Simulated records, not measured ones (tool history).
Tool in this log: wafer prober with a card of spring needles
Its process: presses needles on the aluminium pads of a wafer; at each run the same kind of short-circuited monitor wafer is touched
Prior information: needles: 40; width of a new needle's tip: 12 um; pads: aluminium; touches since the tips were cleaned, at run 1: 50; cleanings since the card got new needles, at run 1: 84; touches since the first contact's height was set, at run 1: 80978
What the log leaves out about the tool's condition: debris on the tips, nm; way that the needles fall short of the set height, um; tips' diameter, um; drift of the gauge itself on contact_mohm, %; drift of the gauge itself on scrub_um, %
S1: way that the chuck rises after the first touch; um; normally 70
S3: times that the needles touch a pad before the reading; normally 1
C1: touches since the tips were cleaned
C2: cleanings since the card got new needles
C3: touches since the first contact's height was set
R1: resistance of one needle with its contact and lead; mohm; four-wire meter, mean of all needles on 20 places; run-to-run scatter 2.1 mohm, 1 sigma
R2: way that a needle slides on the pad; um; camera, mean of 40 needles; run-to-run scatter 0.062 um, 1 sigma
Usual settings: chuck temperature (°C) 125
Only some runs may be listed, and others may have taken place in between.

Run 1, hour 0.0: usual settings; C1 50; C2 84; C3 80978. Result: R1 230 mohm, R2 19.47 um.
At hour 3.6: tips cleaned on abrasive film.
At hour 8.1: tips cleaned on abrasive film.
At hour 11.7: tips cleaned on abrasive film.
At hour 16.2: tips cleaned on abrasive film.
At hour 20.7: tips cleaned on abrasive film.
Run 2, hour 21.3: usual settings; C1 440; C2 89; C3 94719. Result: R1 226 mohm, R2 19.55 um.
At hour 25.0: tips cleaned on abrasive film.
At hour 29.4: tips cleaned on abrasive film.
At hour 33.9: tips cleaned on abrasive film.
At hour 38.4: tips cleaned on abrasive film.
Run 3, hour 39.8: usual settings; C1 907; C2 93; C3 106609. Result: R1 220 mohm, R2 19.41 um.
At hour 42.5: tips cleaned on abrasive film.
At hour 47.0: tips cleaned on abrasive film.
At hour 51.5: tips cleaned on abrasive film.
Run 4, hour 52.2: usual settings; C1 506; C2 96; C3 114631. Result: R1 225 mohm, R2 19.56 um.
At hour 55.9: tips cleaned on abrasive film.
At hour 60.3: tips cleaned on abrasive film.
At hour 64.8: tips cleaned on abrasive film.
At hour 69.3: tips cleaned on abrasive film.
At hour 72.9: tips cleaned on abrasive film.
At hour 77.4: tips cleaned on abrasive film.
Run 5, hour 78.0: usual settings; C1 412; C2 102; C3 131227. Result: R1 225 mohm, R2 19.44 um.
At hour 81.6: tips cleaned on abrasive film.
At hour 85.2: tips cleaned on abrasive film.
At hour 89.7: tips cleaned on abrasive film.
At hour 94.2: tips cleaned on abrasive film.
At hour 98.7: tips cleaned on abrasive film.
At hour 103.2: tips cleaned on abrasive film.
Run 6, hour 103.5: usual settings; C1 204; C2 108; C3 147615. Result: R1 222 mohm, R2 19.49 um.
At hour 107.1: tips cleaned on abrasive film.
At hour 111.6: tips cleaned on abrasive film.
At hour 114.5: height of the first contact set anew.
At hour 115.5: tips cleaned on abrasive film.
At hour 119.5: tips cleaned on abrasive film.
Run 7, hour 119.5: usual settings but S3 2; C1 0; C2 112; C3 3192. Result: R1 225 mohm, R2 19.50 um.
At hour 124.0: tips cleaned on abrasive film.
At hour 128.5: tips cleaned on abrasive film.
Run 8, hour 131.9: usual settings but S3 2; C1 2259; C2 114; C3 11231. Result: R1 231 mohm, R2 19.53 um.
At hour 132.9: tips cleaned on abrasive film.
At hour 137.4: tips cleaned on abrasive film.
At hour 141.9: tips cleaned on abrasive film.
At hour 146.4: tips cleaned on abrasive film.
At hour 150.8: tips cleaned on abrasive film.
At hour 155.3: tips cleaned on abrasive film.
Run 9, hour 155.8: usual settings but S1 80 um, S3 2; C1 314; C2 120; C3 26575. Result: R1 222 mohm, R2 22.29 um.
At hour 159.4: tips cleaned on abrasive film.
At hour 163.9: tips cleaned on abrasive film.
At hour 167.5: tips cleaned on abrasive film.
Run 10, hour 169.0: usual settings but S1 80 um, S3 2; C1 1018; C2 123; C3 35109. Result: R1 224 mohm, R2 22.22 um.
At hour 171.8: tips cleaned on abrasive film.
At hour 176.3: tips cleaned on abrasive film.
At hour 180.7: tips cleaned on abrasive film.
At hour 185.2: tips cleaned on abrasive film.
At hour 189.7: tips cleaned on abrasive film.
Run 11, hour 190.4: usual settings but S1 80 um, S3 2; C1 430; C2 128; C3 48835. Result: R1 219 mohm, R2 22.29 um.
At hour 194.0: tips cleaned on abrasive film.
At hour 198.5: tips cleaned on abrasive film.
At hour 202.1: tips cleaned on abrasive film.
At hour 206.5: tips cleaned on abrasive film.
At hour 210.2: tips cleaned on abrasive film.
At hour 214.6: tips cleaned on abrasive film.
Run 12, hour 215.7: usual settings but S1 80 um, S3 2; C1 725; C2 134; C3 65167. Result: R1 222 mohm, R2 22.30 um.
At hour 218.5: tips cleaned on abrasive film.
At hour 223.0: tips cleaned on abrasive film.
At hour 227.4: tips cleaned on abrasive film.
At hour 231.9: tips cleaned on abrasive film.
At hour 236.4: tips cleaned on abrasive film.
Run 13, hour 239.0: usual settings but S1 81 um; C1 1707; C2 139; C3 80172. Result: R1 219 mohm, R2 22.54 um.
At hour 240.8: tips cleaned on abrasive film.
At hour 245.3: tips cleaned on abrasive film.
At hour 249.8: tips cleaned on abrasive film.
At hour 254.3: tips cleaned on abrasive film.
Run 14, hour 257.5: usual settings but S1 58 um, chuck temperature (°C) 63, S3 2; C1 2107; C2 143; C3 92106. Result: R1 215 mohm, R2 16.19 um.
At hour 258.5: tips cleaned on abrasive film.
At hour 263.0: tips cleaned on abrasive film.
At hour 267.4: tips cleaned on abrasive film.
Run 15, hour 270.2: usual settings but S1 58 um, chuck temperature (°C) 63, S3 2; C1 1820; C2 146; C3 100285. Result: R1 209 mohm, R2 16.11 um.
At hour 271.2: tips cleaned on abrasive film.
At hour 274.8: tips cleaned on abrasive film.
At hour 279.3: tips cleaned on abrasive film.
At hour 283.8: tips cleaned on abrasive film.
At hour 287.4: tips cleaned on abrasive film.
Run 16, hour 289.4: usual settings but S1 58 um; C1 1371; C2 151; C3 112639. Result: R1 226 mohm, R2 16.11 um.
At hour 291.3: tips cleaned on abrasive film.
At hour 295.8: tips cleaned on abrasive film.
At hour 299.4: tips cleaned on abrasive film.
At hour 303.9: tips cleaned on abrasive film.
At hour 308.4: tips cleaned on abrasive film.
Run 17, hour 311.9: usual settings but S1 61 um, chuck temperature (°C) 97; C1 2306; C2 156; C3 127085. Result: R1 217 mohm, R2 17.06 um.
At hour 312.8: tips cleaned on abrasive film.
At hour 317.3: tips cleaned on abrasive film.
At hour 321.8: tips cleaned on abrasive film.
Run 18, hour 322.7: usual settings but S1 88 um; C1 618; C2 159; C3 134061. Result: R1 217 mohm, R2 24.47 um.
At hour 325.5: tips cleaned on abrasive film.
At hour 329.9: tips cleaned on abrasive film.
At hour 334.4: tips cleaned on abrasive film.
At hour 338.9: tips cleaned on abrasive film.
At hour 342.5: tips cleaned on abrasive film.
At hour 347.0: tips cleaned on abrasive film.
Run 19, hour 347.8: usual settings but S1 88 um; C1 551; C2 165; C3 150216. Result: R1 221 mohm, R2 24.48 um.
At hour 351.4: tips cleaned on abrasive film.
At hour 355.1: tips cleaned on abrasive film.
At hour 355.4: height of the first contact set anew.
At hour 359.8: tips cleaned on abrasive film.
At hour 364.3: tips cleaned on abrasive film.
Run 20, hour 365.4: usual settings but S1 56 um, chuck temperature (°C) 124; C1 744; C2 169; C3 6524. Result: R1 231 mohm, R2 15.58 um.
At hour 368.2: tips cleaned on abrasive film.
At hour 372.7: tips cleaned on abrasive film.
At hour 377.1: tips cleaned on abrasive film.
At hour 381.6: tips cleaned on abrasive film.
Run 21, hour 383.5: usual settings but S1 56 um, chuck temperature (°C) 35; C1 1257; C2 173; C3 18186. Result: R1 207 mohm, R2 15.67 um.
At hour 385.4: tips cleaned on abrasive film.
At hour 389.0: tips cleaned on abrasive film.
At hour 393.5: tips cleaned on abrasive film.
At hour 398.0: tips cleaned on abrasive film.
At hour 402.5: tips cleaned on abrasive film.
At hour 406.9: tips cleaned on abrasive film.
Run 22, hour 408.6: usual settings but S1 56 um, chuck temperature (°C) 35; C1 1101; C2 179; C3 34321. Result: R1 209 mohm, R2 15.58 um.
At hour 411.3: tips cleaned on abrasive film.
At hour 415.8: tips cleaned on abrasive film.
At hour 420.3: tips cleaned on abrasive film.
At hour 424.8: tips cleaned on abrasive film.
Run 23, hour 425.7: usual settings but S1 56 um, chuck temperature (°C) 35; C1 608; C2 183; C3 45334. Result: R1 203 mohm, R2 15.63 um.
At hour 428.4: tips cleaned on abrasive film.
At hour 432.9: tips cleaned on abrasive film.
At hour 437.4: tips cleaned on abrasive film.
At hour 441.0: tips cleaned on abrasive film.
At hour 445.5: tips cleaned on abrasive film.
Run 24, hour 447.8: usual settings; C1 1495; C2 188; C3 59541. Result: R1 226 mohm, R2 19.44 um.
At hour 449.6: tips cleaned on abrasive film.
At hour 454.1: tips cleaned on abrasive film.
At hour 458.6: tips cleaned on abrasive film.
At hour 463.1: tips cleaned on abrasive film.
Run 25, hour 466.5: usual settings; C1 2284; C2 192; C3 71652. Result: R1 224 mohm, R2 19.53 um.

What if the next run were any one of these 3? Each begins from the tool's condition after run 25:
At hour 467.5: tips cleaned on abrasive film.
At hour 472.0: tips cleaned on abrasive film.
At hour 476.5: tips cleaned on abrasive film.
At hour 481.0: tips cleaned on abrasive film.
At hour 485.4: tips cleaned on abrasive film.
Run A, hour 485.6: usual settings but chuck temperature (°C) 40; C1 107; C2 197; C3 83898. Result: R1 ?, R2 ?.
At hour 467.5: tips cleaned on abrasive film.
At hour 472.0: tips cleaned on abrasive film.
At hour 476.5: tips cleaned on abrasive film.
At hour 481.0: tips cleaned on abrasive film.
At hour 485.4: tips cleaned on abrasive film.
Run B, hour 485.6: usual settings but S1 79 um; C1 107; C2 197; C3 83898. Result: R1 ?, R2 ?.
At hour 467.5: tips cleaned on abrasive film.
At hour 472.0: tips cleaned on abrasive film.
At hour 476.5: tips cleaned on abrasive film.
At hour 481.0: tips cleaned on abrasive film.
At hour 485.4: tips cleaned on abrasive film.
Run C, hour 485.6: usual settings but chuck temperature (°C) 56; C1 107; C2 197; C3 83898. Result: R1 ?, R2 ?.

run   R1     R2
  A  206  19.59
  B  222  22.07
  C  207  19.53
Stripped of hidden state, with their random variation kept, the same runs would have yielded:
run   R1     R2
  A  206  19.60
  B  222  22.07
  C  207  19.54
